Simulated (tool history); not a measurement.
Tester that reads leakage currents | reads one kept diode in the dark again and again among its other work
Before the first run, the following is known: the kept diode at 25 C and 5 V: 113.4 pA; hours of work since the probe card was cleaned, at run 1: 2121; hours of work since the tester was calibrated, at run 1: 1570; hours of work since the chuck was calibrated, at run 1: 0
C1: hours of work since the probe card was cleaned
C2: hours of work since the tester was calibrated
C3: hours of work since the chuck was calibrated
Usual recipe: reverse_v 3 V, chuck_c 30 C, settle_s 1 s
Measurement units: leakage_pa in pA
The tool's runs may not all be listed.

run 1 hour=0 | reverse_v=3 chuck_c=30 settle_s=1 | C1=2121 C2=1570 C3=0 | leakage_pa=154.29
-- hour=138.4 probe card cleaned and baked
run 2 hour=213.8 | reverse_v=3 chuck_c=30 settle_s=1 | C1=36 C2=1672 C3=102 | leakage_pa=156.21
run 3 hour=427.2 | reverse_v=3 chuck_c=30 settle_s=1 | C1=140 C2=1775 C3=205 | leakage_pa=157.78
run 4 hour=594.1 | reverse_v=3 chuck_c=30 settle_s=1 | C1=220 C2=1856 C3=286 | leakage_pa=158.91
run 5 hour=728.2 | reverse_v=3 chuck_c=30 settle_s=1 | C1=285 C2=1921 C3=351 | leakage_pa=160.25
run 6 hour=858 | reverse_v=3 chuck_c=30 settle_s=1 | C1=348 C2=1983 C3=413 | leakage_pa=160.62
run 7 hour=1038.8 | reverse_v=3 chuck_c=30 settle_s=1 | C1=435 C2=2071 C3=501 | leakage_pa=161.45
run 8 hour=1322.2 | reverse_v=3 chuck_c=30 settle_s=6.97 | C1=572 C2=2208 C3=638 | leakage_pa=163.35
run 9 hour=1582.5 | reverse_v=3 chuck_c=30 settle_s=6.97 | C1=698 C2=2333 C3=763 | leakage_pa=164.41
-- hour=1600.1 probe card cleaned and baked, once more
run 10 hour=1804.1 | reverse_v=1.03 chuck_c=36 settle_s=3 | C1=99 C2=2439 C3=869 | leakage_pa=178.04
run 11 hour=1987.6 | reverse_v=4.31 chuck_c=36 settle_s=1.04 | C1=187 C2=2528 C3=958 | leakage_pa=318.72
run 12 hour=2222.4 | reverse_v=11.9 chuck_c=29 settle_s=0.8 | C1=301 C2=2641 C3=1071 | leakage_pa=260.21
-- hour=2289.4 tester calibrated
run 13 hour=2488.7 | reverse_v=4.33 chuck_c=53 settle_s=1.11 | C1=429 C2=96 C3=1199 | leakage_pa=1346.7
run 14 hour=2614.2 | reverse_v=3.65 chuck_c=30 settle_s=1 | C1=489 C2=157 C3=1260 | leakage_pa=176.84

Across each entry between runs, compare the hidden state at the last listed run before it with the hidden state at the first listed run after it:
From run 1 to run 2: probe card cleaned and baked (hour 138.4)
  stray current of the dirty probe card, pA a volt: 1.397 -> 1.735; current scale over the true one, %: 0.5 -> 0.53; true chuck temperature over the reading, C: 0.08 -> 0.14
  what was measured, less what the result would be without the hidden state, leakage_pa: +5.97 -> +7.94 pA
From run 9 to run 10: probe card cleaned and baked, once more (hour 1600.1)
  stray current of the dirty probe card, pA a volt: 2.157 -> 0.087; current scale over the true one, %: 0.73 -> 0.77; true chuck temperature over the reading, C: 0.57 -> 0.63
  what was measured, less what the result would be without the hidden state, leakage_pa: +15.69 -> +11.09 pA
From run 12 to run 13: tester calibrated (hour 2289.4)
  stray current of the dirty probe card, pA a volt: 0.216 -> 0.302; current scale over the true one, %: 0.83 -> 0; true chuck temperature over the reading, C: 0.76 -> 0.84
  what was measured, less what the result would be without the hidden state, leakage_pa: +21.84 -> +89.5 pA

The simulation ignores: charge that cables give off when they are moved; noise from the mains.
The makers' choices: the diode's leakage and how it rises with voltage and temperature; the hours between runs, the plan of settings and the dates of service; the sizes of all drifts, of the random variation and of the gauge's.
